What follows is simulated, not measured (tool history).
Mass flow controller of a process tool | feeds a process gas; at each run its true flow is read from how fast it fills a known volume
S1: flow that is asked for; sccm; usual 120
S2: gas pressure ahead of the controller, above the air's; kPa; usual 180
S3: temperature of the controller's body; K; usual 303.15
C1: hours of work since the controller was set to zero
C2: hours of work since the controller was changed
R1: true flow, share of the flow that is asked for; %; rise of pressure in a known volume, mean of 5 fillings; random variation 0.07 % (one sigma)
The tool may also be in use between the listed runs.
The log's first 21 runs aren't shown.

run 22 day=103.817 | S1=120 S2=194 S3=303.15 | C1=2335 C2=2335 | R1=98.63
run 23 day=109.221 | S1=120 S2=194 S3=303.15 | C1=2436 C2=2436 | R1=98.64
run 24 day=116.021 | S1=65 S2=180 S3=303.15 | C1=2562 C2=2562 | R1=97.89
run 25 day=123.529 | S1=120 S2=156 S3=294.15 | C1=2702 C2=2702 | R1=99.25
run 26 day=130.721 | S1=134 S2=257 S3=300.15 | C1=2836 C2=2836 | R1=99.32
run 27 day=136.383 | S1=52 S2=217 S3=307.15 | C1=2941 C2=2941 | R1=97.58
run 28 day=142.971 | S1=52 S2=217 S3=307.15 | C1=3063 C2=3063 | R1=97.51
run 29 day=149.633 | S1=52 S2=217 S3=307.15 | C1=3187 C2=3187 | R1=97.57
run 30 day=152.721 | S1=46 S2=154 S3=307.15 | C1=3245 C2=3245 | R1=97.22
run 31 day=157.942 | S1=46 S2=154 S3=307.15 | C1=3342 C2=3342 | R1=97.19
run 32 day=161.208 | S1=32 S2=226 S3=307.15 | C1=3402 C2=3402 | R1=97.5
run 33 day=164.508 | S1=92 S2=274 S3=294.15 | C1=3464 C2=3464 | R1=99.7
run 34 day=168.733 | S1=92 S2=274 S3=294.15 | C1=3542 C2=3542 | R1=99.52
run 35 day=176.067 | S1=92 S2=274 S3=294.15 | C1=3679 C2=3679 | R1=99.65
run 36 day=182.438 | S1=92 S2=274 S3=294.15 | C1=3797 C2=3797 | R1=99.65
run 37 day=188.125 | S1=120 S2=180 S3=298.15 | C1=3903 C2=3903 | R1=98.98
run 38 day=191.529 | S1=32 S2=255 S3=300.15 | C1=3966 C2=3966 | R1=98.34

Run 39 comes next. What will it give?
run 39 day=197.979 | S1=73 S2=214 S3=303.15 | C1=4086 C2=4086 | R1=?

R1: 98.29 %
Without the tool's hidden state the same run would have given R1 98.27 %.
